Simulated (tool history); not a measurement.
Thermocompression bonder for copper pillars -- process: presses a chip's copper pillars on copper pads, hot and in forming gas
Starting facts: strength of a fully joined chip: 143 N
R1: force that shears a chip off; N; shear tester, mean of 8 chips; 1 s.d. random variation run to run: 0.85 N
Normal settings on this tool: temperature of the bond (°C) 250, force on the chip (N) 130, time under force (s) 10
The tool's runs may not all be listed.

{"run": 1, "day": 0.0, "temperature of the bond (°C)": 250, "force on the chip (N)": 130, "time under force (s)": 10, "R1": 64.5}
{"run": 2, "day": 1.738, "temperature of the bond (°C)": 255, "force on the chip (N)": 130, "time under force (s)": 10, "R1": 67.8}
{"run": 3, "day": 4.35, "temperature of the bond (°C)": 255, "force on the chip (N)": 130, "time under force (s)": 10, "R1": 67.2}
{"run": 4, "day": 6.062, "temperature of the bond (°C)": 255, "force on the chip (N)": 130, "time under force (s)": 10, "R1": 66.8}
{"run": 5, "day": 7.808, "temperature of the bond (°C)": 250, "force on the chip (N)": 130, "time under force (s)": 10, "R1": 64.7}
{"run": 6, "day": 9.929, "temperature of the bond (°C)": 250, "force on the chip (N)": 130, "time under force (s)": 10, "R1": 63.1}
{"run": 7, "day": 11.967, "temperature of the bond (°C)": 250, "force on the chip (N)": 130, "time under force (s)": 10, "R1": 62.3}
{"run": 8, "day": 15.158, "temperature of the bond (°C)": 250, "force on the chip (N)": 130, "time under force (s)": 10, "R1": 63.2}
{"run": 9, "day": 17.9, "temperature of the bond (°C)": 250, "force on the chip (N)": 130, "time under force (s)": 10, "R1": 62.4}
{"run": 10, "day": 21.188, "temperature of the bond (°C)": 223, "force on the chip (N)": 130, "time under force (s)": 10, "R1": 47}
{"run": 11, "day": 23.396, "temperature of the bond (°C)": 250, "force on the chip (N)": 130, "time under force (s)": 10, "R1": 62.1}
{"run": 12, "day": 25.042, "temperature of the bond (°C)": 250, "force on the chip (N)": 130, "time under force (s)": 10, "R1": 62.1}
{"run": 13, "day": 26.983, "temperature of the bond (°C)": 250, "force on the chip (N)": 130, "time under force (s)": 10, "R1": 67.8}
{"run": 14, "day": 28.75, "temperature of the bond (°C)": 250, "force on the chip (N)": 130, "time under force (s)": 10, "R1": 66.8}
{"run": 15, "day": 32.146, "temperature of the bond (°C)": 250, "force on the chip (N)": 130, "time under force (s)": 10, "R1": 67.1}
{"run": 16, "day": 35.167, "temperature of the bond (°C)": 250, "force on the chip (N)": 88, "time under force (s)": 11, "R1": 46.9}
{"run": 17, "day": 37.746, "temperature of the bond (°C)": 250, "force on the chip (N)": 88, "time under force (s)": 11, "R1": 46.8}
{"run": 18, "day": 40.633, "temperature of the bond (°C)": 253, "force on the chip (N)": 186, "time under force (s)": 6, "R1": 78.5}
{"run": 19, "day": 43.888, "temperature of the bond (°C)": 253, "force on the chip (N)": 88, "time under force (s)": 6, "R1": 38.3}
{"run": 20, "day": 47.092, "temperature of the bond (°C)": 253, "force on the chip (N)": 88, "time under force (s)": 6, "R1": 37.8}
{"run": 21, "day": 50.788, "temperature of the bond (°C)": 236, "force on the chip (N)": 130, "time under force (s)": 10, "R1": 56.2}
{"run": 22, "day": 52.912, "temperature of the bond (°C)": 251, "force on the chip (N)": 193, "time under force (s)": 17, "R1": 103.9}
{"run": 23, "day": 56.4, "temperature of the bond (°C)": 250, "force on the chip (N)": 170, "time under force (s)": 19, "R1": 96}
{"run": 24, "day": 58.471, "temperature of the bond (°C)": 223, "force on the chip (N)": 130, "time under force (s)": 19, "R1": 63.1}
{"run": 25, "day": 60.812, "temperature of the bond (°C)": 223, "force on the chip (N)": 130, "time under force (s)": 19, "R1": 63.6}
{"run": 26, "day": 64.033, "temperature of the bond (°C)": 223, "force on the chip (N)": 78, "time under force (s)": 22, "R1": 40.2}
{"run": 27, "day": 67.225, "temperature of the bond (°C)": 250, "force on the chip (N)": 186, "time under force (s)": 10, "R1": 87.6}

Taken out of this log: 1 entry between the listed runs. Where each belongs, and how the hidden state differs across it:
In the gap between runs 12 and 13: forming gas filter changed (day 26.983)
  true temperature of the bond over the reading, C: 3.2 -> 3.4; force that reaches the chip, % of what is set: 95.5 -> 95.4; oxide that the forming gas leaves, % of the face: 8.77 -> 0.68
  the result without the hidden state subtracted from the measured one, R1: -6.6 -> -1 N

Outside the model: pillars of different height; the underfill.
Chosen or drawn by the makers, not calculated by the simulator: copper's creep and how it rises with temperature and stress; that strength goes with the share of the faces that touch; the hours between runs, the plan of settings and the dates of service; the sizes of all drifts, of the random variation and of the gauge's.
